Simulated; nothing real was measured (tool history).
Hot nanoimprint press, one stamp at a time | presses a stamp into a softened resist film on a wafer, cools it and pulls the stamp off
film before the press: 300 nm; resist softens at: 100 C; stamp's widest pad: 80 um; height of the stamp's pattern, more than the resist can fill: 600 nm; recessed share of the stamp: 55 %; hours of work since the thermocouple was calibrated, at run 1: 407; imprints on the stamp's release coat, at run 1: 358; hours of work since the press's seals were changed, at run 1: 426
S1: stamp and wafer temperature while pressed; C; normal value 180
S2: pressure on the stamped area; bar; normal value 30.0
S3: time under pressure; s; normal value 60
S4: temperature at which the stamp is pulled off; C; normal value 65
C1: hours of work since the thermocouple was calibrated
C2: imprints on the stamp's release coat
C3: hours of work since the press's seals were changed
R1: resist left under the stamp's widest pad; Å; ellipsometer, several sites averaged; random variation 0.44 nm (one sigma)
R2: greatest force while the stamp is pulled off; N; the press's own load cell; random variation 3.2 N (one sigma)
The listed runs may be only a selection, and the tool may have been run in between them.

Run 1, hour 0.0: usual settings; C1 407; C2 358; C3 426. Result: R1 1502 Å, R2 158 N.
Run 2, hour 15.7: usual settings; C1 416; C2 413; C3 435. Result: R1 1506 Å, R2 162 N.
Run 3, hour 27.1: usual settings; C1 423; C2 453; C3 442. Result: R1 1496 Å, R2 173 N.
Run 4, hour 43.4: usual settings but S3 41 s; C1 433; C2 509; C3 451. Result: R1 1695 Å, R2 166 N.
Run 5, hour 65.2: usual settings; C1 445; C2 585; C3 464. Result: R1 1493 Å, R2 163 N.
Run 6, hour 83.9: usual settings but S4 51 C; C1 456; C2 650; C3 475. Result: R1 1500 Å, R2 189 N.
Run 7, hour 103.9: usual settings but S4 51 C; C1 468; C2 720; C3 486. Result: R1 1494 Å, R2 195 N.
Run 8, hour 123.9: usual settings but S4 51 C; C1 479; C2 789; C3 498. Result: R1 1503 Å, R2 197 N.
Run 9, hour 140.0: usual settings but S4 51 C; C1 489; C2 845; C3 507. Result: R1 1502 Å, R2 196 N.
Run 10, hour 161.4: usual settings but S2 30.5 bar; C1 501; C2 920; C3 520. Result: R1 1482 Å, R2 174 N.
Run 11, hour 179.1: usual settings but S2 30.5 bar; C1 512; C2 981; C3 530. Result: R1 1490 Å, R2 175 N.
Run 12, hour 195.4: usual settings but S1 176 C; C1 521; C2 1038; C3 540. Result: R1 1640 Å, R2 181 N.
Run 13, hour 212.2: usual settings; C1 531; C2 1096; C3 549. Result: R1 1484 Å, R2 176 N.
Run 14, hour 222.3: usual settings; C1 537; C2 1132; C3 555. Result: R1 1500 Å, R2 178 N.
Run 15, hour 239.6: usual settings but S4 57 C; C1 547; C2 1192; C3 565. Result: R1 1499 Å, R2 195 N.
At hour 258.1: stamp cleaned and given a new release coat.
Run 16, hour 269.2: usual settings but S1 172 C, S2 42.8 bar, S3 79 s, S4 57 C; C1 561; C2 39; C3 579. Result: R1 1418 Å, R2 164 N.
At hour 288.9: plate thermocouple calibrated.
Run 17, hour 289.0: usual settings but S1 176 C, S2 42.8 bar, S3 107 s, S4 54 C; C1 0; C2 97; C3 589. Result: R1 1163 Å, R2 165 N.
Run 18, hour 308.1: usual settings but S1 185 C, S2 42.8 bar, S3 61 s, S4 58 C; C1 11; C2 164; C3 600. Result: R1 1134 Å, R2 168 N.
Run 19, hour 327.6: usual settings but S1 185 C, S2 42.8 bar, S3 61 s, S4 58 C; C1 23; C2 231; C3 611. Result: R1 1138 Å, R2 168 N.
Run 20, hour 346.0: usual settings but S1 183 C, S2 47.4 bar, S3 68 s, S4 63 C; C1 33; C2 295; C3 622. Result: R1 1080 Å, R2 159 N.
Run 21, hour 364.6: usual settings but S1 181 C, S2 41.7 bar, S3 54 s, S4 66 C; C1 44; C2 360; C3 633. Result: R1 1332 Å, R2 163 N.
Run 22, hour 385.8: usual settings but S1 181 C, S2 41.7 bar, S3 68 s, S4 66 C; C1 57; C2 434; C3 645. Result: R1 1223 Å, R2 163 N.
Run 23, hour 402.5: usual settings but S2 20.5 bar, S3 93 s; C1 66; C2 492; C3 655. Result: R1 1562 Å, R2 167 N.
Run 24, hour 424.3: usual settings but S1 192 C, S2 37.8 bar; C1 79; C2 568; C3 668. Result: R1 1020 Å, R2 169 N.
Run 25, hour 435.6: usual settings but S1 179 C, S2 43.5 bar, S3 83 s; C1 85; C2 607; C3 674. Result: R1 1170 Å, R2 168 N.
Run 26, hour 459.2: usual settings but S1 186 C, S2 39.9 bar, S4 60 C; C1 99; C2 689; C3 688. Result: R1 1150 Å, R2 180 N.
Run 27, hour 471.2: usual settings but S1 173 C, S2 39.9 bar, S4 60 C; C1 106; C2 731; C3 695. Result: R1 1599 Å, R2 181 N.
Run 28, hour 482.2: usual settings but S2 21.2 bar, S3 30 s; C1 113; C2 769; C3 702. Result: R1 2124 Å, R2 169 N.
Run 29, hour 505.0: usual settings but S4 70 C; C1 126; C2 848; C3 715. Result: R1 1523 Å, R2 164 N.

Branching from run 29: 5 alternative next runs. What would each branch give?
Run A, hour 518.4: usual settings but S1 184 C, S2 22.4 bar, S4 70 C; C1 134; C2 895; C3 723. Result: R1 ?, R2 ?.
Run B, hour 518.4: usual settings but S1 182 C; C1 134; C2 895; C3 723. Result: R1 ?, R2 ?.
Run C, hour 518.4: usual settings but S1 190 C, S2 20.1 bar, S4 70 C; C1 134; C2 895; C3 723. Result: R1 ?, R2 ?.
Run D, hour 518.4: usual settings but S1 170 C, S4 70 C; C1 134; C2 895; C3 723. Result: R1 ?, R2 ?.
Run E, hour 518.4: usual settings but S1 174 C; C1 134; C2 895; C3 723. Result: R1 ?, R2 ?.

run    R1   R2
  A  1577  173
  B  1448  169
  C  1454  167
  D  1922  170
  E  1757  181
Stripped of hidden state, with their random variation kept, the same runs would have yielded:
run    R1   R2
  A  1578  151
  B  1446  147
  C  1455  145
  D  1922  148
  E  1756  158
